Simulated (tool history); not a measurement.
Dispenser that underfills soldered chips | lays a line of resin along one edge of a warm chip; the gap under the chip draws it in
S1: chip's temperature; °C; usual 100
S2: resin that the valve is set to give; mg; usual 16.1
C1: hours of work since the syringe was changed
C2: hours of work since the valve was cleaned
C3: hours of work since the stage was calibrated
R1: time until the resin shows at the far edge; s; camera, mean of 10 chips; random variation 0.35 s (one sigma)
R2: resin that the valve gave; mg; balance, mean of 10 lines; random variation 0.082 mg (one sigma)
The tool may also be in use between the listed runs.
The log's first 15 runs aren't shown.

-- hour=65.0 new syringe of resin
run 16 hour=65.3 | S1=100 S2=15.9 | C1=0 C2=73 C3=162 | R1=18.8 R2=14.88
run 17 hour=70.5 | S1=92 S2=16.1 | C1=4 C2=77 C3=166 | R1=34.6 R2=14.89
run 18 hour=73.4 | S1=92 S2=16.1 | C1=6 C2=78 C3=167 | R1=41.1 R2=14.82
-- hour=77.2 new syringe of resin
run 19 hour=78.2 | S1=92 S2=16.1 | C1=1 C2=81 C3=170 | R1=26.5 R2=14.81
run 20 hour=83.0 | S1=99 S2=17.6 | C1=4 C2=85 C3=174 | R1=26.9 R2=16.18
run 21 hour=85.5 | S1=99 S2=17.6 | C1=5 C2=86 C3=175 | R1=31.0 R2=16.14
run 22 hour=88.3 | S1=88 S2=17.6 | C1=7 C2=88 C3=177 | R1=55.8 R2=16.09
-- hour=89.5 new syringe of resin
run 23 hour=94.0 | S1=110 S2=15.0 | C1=3 C2=92 C3=181 | R1=17.6 R2=13.55
run 24 hour=98.6 | S1=110 S2=15.6 | C1=6 C2=95 C3=184 | R1=23.2 R2=14.11
-- hour=101.8 new syringe of resin
run 25 hour=103.4 | S1=96 S2=20.8 | C1=1 C2=98 C3=187 | R1=21.7 R2=18.71
run 26 hour=108.4 | S1=99 S2=20.8 | C1=4 C2=101 C3=190 | R1=26.0 R2=18.77
run 27 hour=113.0 | S1=113 S2=16.2 | C1=7 C2=104 C3=193 | R1=22.2 R2=14.63
-- hour=114.4 new syringe of resin
run 28 hour=117.8 | S1=103 S2=16.7 | C1=2 C2=107 C3=196 | R1=20.1 R2=15.03
run 29 hour=120.3 | S1=104 S2=15.1 | C1=4 C2=109 C3=197 | R1=24.1 R2=13.55
run 30 hour=124.8 | S1=104 S2=15.1 | C1=7 C2=111 C3=200 | R1=30.6 R2=13.59
-- hour=126.7 new syringe of resin
run 31 hour=128.4 | S1=86 S2=16.4 | C1=1 C2=114 C3=203 | R1=34.1 R2=14.62
run 32 hour=133.4 | S1=101 S2=15.2 | C1=4 C2=117 C3=206 | R1=28.1 R2=13.39
run 33 hour=136.4 | S1=110 S2=14.2 | C1=6 C2=119 C3=208 | R1=24.8 R2=12.62
-- hour=138.9 new syringe of resin
run 34 hour=141.7 | S1=98 S2=13.7 | C1=2 C2=122 C3=211 | R1=26.7 R2=12.12
run 35 hour=144.7 | S1=100 S2=14.8 | C1=4 C2=124 C3=213 | R1=27.1 R2=13.09
run 36 hour=149.6 | S1=100 S2=14.8 | C1=7 C2=127 C3=216 | R1=36.9 R2=13.09

Forecast each of these 3 alternatives for the next run:
-- hour=151.2 new syringe of resin
run A hour=154.6 | S1=108 S2=16.9 | C1=2 C2=130 C3=219 | R1=? R2=?
-- hour=151.2 new syringe of resin
run B hour=154.6 | S1=98 S2=18.5 | C1=2 C2=130 C3=219 | R1=? R2=?
-- hour=151.2 new syringe of resin
run C hour=154.6 | S1=103 S2=19.6 | C1=2 C2=130 C3=219 | R1=? R2=?

run=A R1=17.4 R2=14.76
run=B R1=23.3 R2=16.16
run=C R1=19.7 R2=17.10
Without the tool's hidden state the same runs would have given:
run=A R1=14.3 R2=16.86
run=B R1=19.2 R2=18.47
run=C R1=16.4 R2=19.54

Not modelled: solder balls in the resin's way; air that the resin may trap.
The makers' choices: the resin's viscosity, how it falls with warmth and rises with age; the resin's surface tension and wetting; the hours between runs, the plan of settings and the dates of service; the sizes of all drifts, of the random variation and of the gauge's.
